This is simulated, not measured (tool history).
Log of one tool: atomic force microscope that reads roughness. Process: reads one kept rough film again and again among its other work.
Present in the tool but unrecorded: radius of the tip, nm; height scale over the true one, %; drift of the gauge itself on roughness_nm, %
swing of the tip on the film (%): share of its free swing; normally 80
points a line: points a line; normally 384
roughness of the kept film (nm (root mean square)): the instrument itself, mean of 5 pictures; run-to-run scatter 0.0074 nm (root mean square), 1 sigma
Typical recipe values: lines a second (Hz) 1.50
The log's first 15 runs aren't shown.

| run | hour | lines a second (Hz) | swing of the tip on the film (%) | points a line | pictures with this tip | hours of work since the height scale was calibrated | roughness of the kept film (nm (root mean square)) |
|---|---|---|---|---|---|---|---|
|  | 221.6 | new tip fitted |
| 16 | 235.5 | 1.47 | 78 | 384 | 15 | 175 | 1.887 |
| 17 | 247.5 | 1.50 | 80 | 293 | 28 | 183 | 1.867 |
| 18 | 264.4 | 1.50 | 80 | 384 | 47 | 195 | 1.858 |
| 19 | 284.7 | 1.50 | 65 | 872 | 70 | 209 | 2.028 |
| 20 | 305.0 | 1.50 | 65 | 610 | 93 | 223 | 2.036 |
| 21 | 318.9 | 3.73 | 83 | 288 | 108 | 232 | 1.472 |
| 22 | 332.6 | 1.50 | 88 | 794 | 124 | 241 | 1.754 |
| 23 | 348.1 | 0.92 | 88 | 769 | 141 | 252 | 1.890 |
|  | 350.6 | height scale calibrated on a step standard |
| 24 | 366.0 | 0.92 | 88 | 769 | 160 | 10 | 1.881 |
| 25 | 386.9 | 0.84 | 80 | 769 | 183 | 25 | 1.975 |
| 26 | 399.6 | 1.46 | 69 | 398 | 197 | 33 | 1.986 |
| 27 | 409.7 | 1.46 | 69 | 398 | 209 | 40 | 1.966 |
|  | 422.1 | height scale calibrated on a step standard, once more |
| 28 | 429.8 | 1.47 | 80 | 607 | 230 | 5 | 1.841 |
| 29 | 445.0 | 3.25 | 80 | 384 | 247 | 16 | 1.587 |
| 30 | 455.2 | 0.63 | 67 | 466 | 258 | 23 | 2.090 |
| 31 | 473.4 | 2.85 | 67 | 364 | 279 | 35 | 1.875 |
| 32 | 494.1 | 2.85 | 67 | 364 | 302 | 49 | 1.844 |
|  | 499.3 | new tip fitted |
| 33 | 516.6 | 2.72 | 59 | 384 | 20 | 64 | 2.007 |
| 34 | 531.2 | 2.72 | 59 | 384 | 36 | 74 | 2.006 |
| 35 | 544.9 | 1.50 | 80 | 261 | 51 | 83 | 1.880 |
| 36 | 567.6 | 1.63 | 80 | 384 | 77 | 99 | 1.847 |

5 ways to go on from here, each from the tool as it stands after run 36. What would each give?
| A | 584.5 | 1.74 | 80 | 384 | 95 | 110 | ? |
| B | 584.5 | 0.59 | 80 | 384 | 95 | 110 | ? |
| C | 584.5 | 1.63 | 80 | 318 | 95 | 110 | ? |
| D | 584.5 | 1.50 | 68 | 384 | 95 | 110 | ? |
| E | 584.5 | 2.95 | 56 | 563 | 95 | 110 | ? |

| run | roughness of the kept film (nm (root mean square)) |
|---|---|
| A | 1.815 |
| B | 2.024 |
| C | 1.853 |
| D | 1.998 |
| E | 2.014 |
What these runs would have given with no unlogged condition in the tool:
| run | roughness of the kept film (nm (root mean square)) |
|---|---|
| A | 1.823 |
| B | 2.033 |
| C | 1.861 |
| D | 2.007 |
| E | 2.023 |
